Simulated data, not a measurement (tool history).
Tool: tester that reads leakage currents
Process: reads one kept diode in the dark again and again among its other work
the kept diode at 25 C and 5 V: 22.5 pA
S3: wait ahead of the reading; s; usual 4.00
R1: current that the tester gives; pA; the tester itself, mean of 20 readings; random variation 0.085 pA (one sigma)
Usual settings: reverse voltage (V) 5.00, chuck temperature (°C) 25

{"run": 1, "hour": 0.0, "reverse voltage (V)": 5.0, "chuck temperature (°C)": 25, "S3": 4.0, "R1": 23.64}
{"run": 2, "hour": 163.2, "reverse voltage (V)": 5.0, "chuck temperature (°C)": 25, "S3": 4.0, "R1": 24.51}
{"run": 3, "hour": 259.7, "reverse voltage (V)": 5.0, "chuck temperature (°C)": 25, "S3": 4.0, "R1": 24.83}
{"run": 4, "hour": 353.2, "reverse voltage (V)": 5.0, "chuck temperature (°C)": 25, "S3": 4.0, "R1": 25.44}
{"run": 5, "hour": 436.5, "reverse voltage (V)": 5.0, "chuck temperature (°C)": 25, "S3": 4.0, "R1": 25.54}
{"run": 6, "hour": 631.1, "reverse voltage (V)": 5.0, "chuck temperature (°C)": 25, "S3": 4.0, "R1": 26.42}
{"run": 7, "hour": 746.2, "reverse voltage (V)": 5.0, "chuck temperature (°C)": 25, "S3": 4.0, "R1": 26.94}
{"run": 8, "hour": 922.8, "reverse voltage (V)": 2.94, "chuck temperature (°C)": 23, "S3": 4.0, "R1": 16.85}
{"run": 9, "hour": 1103.6, "reverse voltage (V)": 2.94, "chuck temperature (°C)": 23, "S3": 4.0, "R1": 17.38}
{"run": 10, "hour": 1193.7, "reverse voltage (V)": 5.0, "chuck temperature (°C)": 25, "S3": 1.39, "R1": 29.39}
{"run": 11, "hour": 1399.7, "reverse voltage (V)": 5.0, "chuck temperature (°C)": 25, "S3": 1.39, "R1": 30.27}
{"run": 12, "hour": 1558.9, "reverse voltage (V)": 8.41, "chuck temperature (°C)": 44, "S3": 0.36, "R1": 168.96}

The same runs without the tool's hidden state, with the same run-to-run variation:
The hidden state here: stray current of the dirty probe card, pA a volt; current scale over the true one, %; true chuck temperature over the reading, C; drift of the gauge itself on leakage_pa, %.
run=1 R1=22.75
run=2 R1=22.93
run=3 R1=22.84
run=4 R1=23.03
run=5 R1=22.84
run=6 R1=22.93
run=7 R1=22.93
run=8 R1=14.05
run=9 R1=14.13
run=10 R1=23.51
run=11 R1=23.54
run=12 R1=152.89
